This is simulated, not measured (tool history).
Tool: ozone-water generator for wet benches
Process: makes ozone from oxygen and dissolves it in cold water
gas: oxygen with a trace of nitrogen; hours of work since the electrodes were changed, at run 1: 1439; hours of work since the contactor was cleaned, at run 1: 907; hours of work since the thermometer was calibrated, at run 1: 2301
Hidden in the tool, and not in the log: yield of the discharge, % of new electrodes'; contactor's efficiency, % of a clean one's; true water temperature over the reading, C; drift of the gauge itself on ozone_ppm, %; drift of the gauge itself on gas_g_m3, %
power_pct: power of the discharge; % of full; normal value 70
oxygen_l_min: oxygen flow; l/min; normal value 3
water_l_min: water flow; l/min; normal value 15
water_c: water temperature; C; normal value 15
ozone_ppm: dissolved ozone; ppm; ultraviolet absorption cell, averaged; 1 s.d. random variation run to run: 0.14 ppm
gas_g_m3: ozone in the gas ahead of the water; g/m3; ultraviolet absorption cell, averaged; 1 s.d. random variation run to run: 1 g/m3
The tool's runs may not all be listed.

run,hour,power_pct,oxygen_l_min,water_l_min,water_c,hours of work since the electrodes were changed,hours of work since the contactor was cleaned,hours of work since the thermometer was calibrated,ozone_ppm,gas_g_m3
1,0,70,3,15,15,1439,907,2301,16.5,167.9
2,93.3,70,3,15,15,1495,963,2358,16.3,167.9
3,158.5,70,2.05,15,15,1535,1003,2398,16.3,208.6
4,259.2,70,2.05,15,15,1596,1064,2459,15.9,211.2
5,355.6,49,3,15,15,1655,1123,2518,11.8,119.9
6,448.5,70,3,15,16,1712,1180,2575,16.2,168.2
7,503.8,43,3,15,15,1745,1213,2608,10.6,107
8,554.4,43,3,15,15,1776,1244,2639,10.3,108.4
9,608.7,43,3,15,15,1809,1277,2672,10.5,106.3
10,675.2,43,3,15,15,1850,1318,2713,10.5,106.5
11,767.1,70,3,15,16,1906,1374,2769,15.9,164.8
12,830.6,72,3.47,11,21,1944,1413,2807,18.9,153.6

Run 13 has not been measured yet. What should we expect?
13,910.3,76,1.56,18,13,1993,1461,2856,?,?

ozone_ppm: 14 ppm
gas_g_m3: 263.2 g/m3
Minus the tool's unlogged condition, the same run would have read ozone_ppm 15.1 ppm, gas_g_m3 278.6 g/m3.

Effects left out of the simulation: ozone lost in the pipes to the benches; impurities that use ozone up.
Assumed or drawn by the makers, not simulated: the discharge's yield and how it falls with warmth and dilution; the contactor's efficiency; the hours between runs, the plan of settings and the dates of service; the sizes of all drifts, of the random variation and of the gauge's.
